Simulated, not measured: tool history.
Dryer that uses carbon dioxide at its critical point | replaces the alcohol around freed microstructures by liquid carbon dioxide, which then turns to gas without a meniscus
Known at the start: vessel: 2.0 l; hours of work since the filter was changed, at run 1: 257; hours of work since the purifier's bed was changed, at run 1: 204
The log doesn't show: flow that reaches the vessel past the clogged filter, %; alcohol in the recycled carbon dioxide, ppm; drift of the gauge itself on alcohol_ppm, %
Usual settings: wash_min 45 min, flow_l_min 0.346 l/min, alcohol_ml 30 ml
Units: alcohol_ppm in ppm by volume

run,day,wash_min,flow_l_min,alcohol_ml,hours of work since the filter was changed,hours of work since the purifier's bed was changed,alcohol_ppm
1,0,45,0.346,30,257,204,73
2,0.258,45,0.346,30,261,208,70
3,0.738,45,0.346,30,269,216,67
4,0.996,45,0.346,30,273,220,81
5,1.246,45,0.346,30,277,224,86
6,1.538,44,0.346,30,282,229,78
7,1.875,44,0.517,81,288,235,67
8,2.321,43,0.225,29,295,242,231
9,2.8,43,0.225,29,303,250,228
10,3.15,43,0.225,29,309,256,224
11,3.462,50,0.251,83,314,261,195

Measured less the same run without the tool's hidden state. The same run-to-run variation is in both; the gauge's scatter may not be:
run,alcohol_ppm
1,+55
2,+57
3,+58
4,+59
5,+61
6,+62
7,+60
8,+106
9,+107
10,+107
11,+109
